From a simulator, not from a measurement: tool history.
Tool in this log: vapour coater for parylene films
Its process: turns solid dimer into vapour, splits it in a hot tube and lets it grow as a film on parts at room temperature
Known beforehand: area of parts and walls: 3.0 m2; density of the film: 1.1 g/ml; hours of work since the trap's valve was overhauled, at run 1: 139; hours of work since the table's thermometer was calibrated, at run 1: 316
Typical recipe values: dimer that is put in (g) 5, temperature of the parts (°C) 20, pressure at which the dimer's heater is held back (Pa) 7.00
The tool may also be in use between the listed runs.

run    hour  dimer that is put in (g)  temperature of the parts (°C)  pressure at which the dimer's heater is held back (Pa)  hours of work since the trap's valve was overhauled  hours of work since the table's thermometer was calibrated  thickness of the film (µm)
  1     0.0                         5                             20                                                    7.00                                                  139                                                         316                       0.669
  2    31.6                         5                             20                                                    7.00                                                  152                                                         330                       0.660
  3    80.5                         5                             20                                                    7.00                                                  173                                                         350                       0.665
  4   110.3                         5                             20                                                    7.00                                                  185                                                         362                       0.658
  5   160.0                         5                             20                                                    7.00                                                  206                                                         383                       0.663
  6   187.0                         5                             20                                                    3.99                                                  217                                                         395                       0.690
  7   241.5                         5                             20                                                    3.99                                                  240                                                         417                       0.686
  8   286.0                         5                             20                                                    3.99                                                  259                                                         436                       0.679
  9   320.4                         5                             20                                                    3.99                                                  273                                                         450                       0.685
 10   358.8                         5                             20                                                    3.99                                                  289                                                         466                       0.690
 11   402.2                         5                             20                                                    7.00                                                  307                                                         485                       0.660
 12   454.1                         5                             20                                                    7.00                                                  329                                                         506                       0.646
 13   491.3                         3                             20                                                    7.00                                                  344                                                         522                       0.389
 14   537.9                         3                             20                                                    7.00                                                  364                                                         541                       0.391
 15   567.4                         2                             20                                                    7.00                                                  376                                                         554                       0.270
 16   608.5                         2                             20                                                    7.00                                                  393                                                         571                       0.253
 17   665.3                         2                             20                                                    7.00                                                  417                                                         595                       0.256
 18   701.0                         5                             20                                                    7.00                                                  432                                                         610                       0.642
 19   723.9                         5                             20                                                    7.00                                                  442                                                         619                       0.652
 20   773.5                         5                             20                                                    7.00                                                  462                                                         640                       0.637
 21   817.2                         5                             22                                                    7.00                                                  481                                                         658                       0.587
 22   868.0                         5                             22                                                    7.00                                                  502                                                         679                       0.579
      907.7  -- trap's valve overhauled
 23   911.9                         5                             22                                                    7.00                                                    2                                                         696                       0.574
 24   949.6                         5                             22                                                    8.52                                                   18                                                         712                       0.556
 25   987.9                         5                             22                                                    8.52                                                   34                                                         728                       0.561
     1001.8  -- trap's valve overhauled, once more
 26  1015.8                         5                             20                                                    7.10                                                    6                                                         738                       0.686
 27  1046.2                         5                             20                                                    7.10                                                   19                                                         751                       0.681
 28  1078.4                         5                             15                                                    7.00                                                   32                                                         764                       0.852
 29  1104.5                         3                             20                                                    4.87                                                   43                                                         775                       0.416
 30  1144.8                         3                             20                                                    4.87                                                   60                                                         792                       0.417
 31  1197.6                         3                             20                                                    4.87                                                   82                                                         814                       0.414
 32  1236.7                         5                             27                                                    3.22                                                   98                                                         830                       0.524
 33  1276.6                         5                             20                                                    7.00                                                  115                                                         847                       0.680
 34  1315.5                         2                             20                                                    8.29                                                  131                                                         863                       0.264
 35  1365.2                         5                             32                                                   11.30                                                  152                                                         884                       0.371
 36  1417.1                         6                             18                                                    4.18                                                  174                                                         906                       0.916
 37  1447.4                         2                             15                                                    2.57                                                  186                                                         918                       0.364
 38  1484.1                         4                             22                                                    2.40                                                  202                                                         934                       0.534
 39  1518.9                         5                             20                                                    6.73                                                  216                                                         948                       0.663
 40  1570.2                         4                             24                                                    7.00                                                  238                                                         970                       0.442
 41  1612.7                         7                             12                                                    7.21                                                  256                                                         988                       1.325
 42  1639.3                         7                             26                                                    5.43                                                  267                                                         999                       0.730
 43  1688.2                         7                             26                                                    2.38                                                  287                                                        1019                       0.766
 44  1720.3                         4                             20                                                    9.81                                                  301                                                        1033                       0.520
 45  1746.6                         5                             20                                                    7.00                                                  312                                                        1044                       0.655
 46  1786.6                         5                             14                                                    2.86                                                  328                                                        1060                       0.929

Entry by entry between the runs, the difference in hidden state between the last listed run before and the first listed run after:
From run 22 to run 23: trap's valve overhauled (hour 907.7)
  vapour lost through the trap's worn valve, %: 6.8 -> 8; true temperature of the parts over the reading, C: -0.45 -> -0.46
  measured result minus the result with no hidden state, thickness of the film (µm): -0.030 -> -0.037
From run 25 to run 26: trap's valve overhauled, once more (hour 1001.8)
  vapour lost through the trap's worn valve, %: 8.4 -> 0.5; true temperature of the parts over the reading, C: -0.47 -> -0.48
  measured result minus the result with no hidden state, thickness of the film (µm): -0.039 -> +0.011
